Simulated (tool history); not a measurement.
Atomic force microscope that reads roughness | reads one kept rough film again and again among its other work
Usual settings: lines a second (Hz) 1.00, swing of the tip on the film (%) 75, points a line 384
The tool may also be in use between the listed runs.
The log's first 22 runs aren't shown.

run,hour,lines a second (Hz),swing of the tip on the film (%),points a line,pictures with this tip,hours of work since the height scale was calibrated,roughness of the kept film (nm (root mean square))
# hour 858.1: height scale calibrated on a step standard
# hour 883.1: new tip fitted
23,889.4,1.00,57,384,9,17,0.607
24,941.5,1.00,75,384,82,46,0.585
# hour 978.7: height scale calibrated on a step standard, once more
25,993.2,1.00,75,384,154,8,0.583
26,1022.9,1.00,75,384,195,24,0.586
27,1062.5,1.00,75,384,251,46,0.584
28,1113.4,1.71,75,384,323,74,0.557
# hour 1129.6: new tip fitted
29,1167.0,0.87,81,384,53,103,0.587
30,1196.5,0.87,82,384,94,120,0.586
31,1218.7,2.62,58,273,125,132,0.591
32,1245.9,2.62,58,273,164,147,0.589
33,1274.0,2.62,58,273,203,162,0.586
34,1315.3,2.62,58,273,262,185,0.584
35,1362.5,1.00,75,347,328,211,0.583
# hour 1375.9: new tip fitted
36,1387.0,1.00,75,420,16,224,0.590
37,1411.5,1.00,75,420,50,238,0.590
38,1438.4,3.75,71,796,88,252,0.531
39,1489.1,1.19,75,615,160,280,0.582
40,1534.4,1.06,75,384,223,305,0.582
41,1586.6,2.19,59,384,297,334,0.584
# hour 1618.8: new tip fitted
42,1628.9,3.53,59,546,15,357,0.586
43,1660.7,0.74,57,435,59,374,0.620
44,1708.8,2.56,62,933,127,401,0.582

The next listed run, before its measurement:
45,1742.0,2.56,61,676,174,419,?

Run 45 gave roughness of the kept film (nm (root mean square)) 0.584.
Without the tool's hidden state the same run would have given roughness of the kept film (nm (root mean square)) 0.594.
